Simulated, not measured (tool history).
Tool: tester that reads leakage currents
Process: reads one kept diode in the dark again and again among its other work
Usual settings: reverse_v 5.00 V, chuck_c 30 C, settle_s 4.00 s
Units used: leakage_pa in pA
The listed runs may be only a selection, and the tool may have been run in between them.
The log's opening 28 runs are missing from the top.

{"run": 29, "day": 88.05, "reverse_v": 3.67, "chuck_c": 20, "settle_s": 3.14, "leakage_pa": 86.76}
{"run": 30, "day": 91.308, "reverse_v": 1.58, "chuck_c": 23, "settle_s": 2.01, "leakage_pa": 70.3}
{"run": 31, "day": 93.371, "reverse_v": 2.11, "chuck_c": 30, "settle_s": 8.99, "leakage_pa": 141.26}
{"run": 32, "day": 96.071, "reverse_v": 1.42, "chuck_c": 30, "settle_s": 0.43, "leakage_pa": 115.35}
{"run": 33, "day": 100.296, "reverse_v": 1.52, "chuck_c": 30, "settle_s": 3.36, "leakage_pa": 118.04}
{"run": 34, "day": 102.779, "reverse_v": 8.82, "chuck_c": 44, "settle_s": 4.0, "leakage_pa": 821.22}
{"run": 35, "day": 104.529, "reverse_v": 11.54, "chuck_c": 50, "settle_s": 5.32, "leakage_pa": 1418.16}
{"day": 104.938, "done": "chuck's temperature calibrated"}
{"run": 36, "day": 108.433, "reverse_v": 11.54, "chuck_c": 50, "settle_s": 5.32, "leakage_pa": 1577.05}
{"run": 37, "day": 110.683, "reverse_v": 11.54, "chuck_c": 50, "settle_s": 5.32, "leakage_pa": 1566.04}
{"run": 38, "day": 114.796, "reverse_v": 7.67, "chuck_c": 30, "settle_s": 1.16, "leakage_pa": 306.48}

Alternative continuations, all from the tool just after run 38; predict every row:
{"run": "A", "day": 117.521, "reverse_v": 7.67, "chuck_c": 30, "settle_s": 0.34, "leakage_pa": "?"}
{"run": "B", "day": 117.521, "reverse_v": 2.92, "chuck_c": 40, "settle_s": 0.33, "leakage_pa": "?"}
{"run": "C", "day": 117.521, "reverse_v": 7.23, "chuck_c": 30, "settle_s": 4.0, "leakage_pa": "?"}

run=A leakage_pa=307.49
run=B leakage_pa=383.87
run=C leakage_pa=295.91
With the hidden condition removed and each run's random variation left untouched, the same runs would have given:
run=A leakage_pa=308.23
run=B leakage_pa=390.21
run=C leakage_pa=296.79
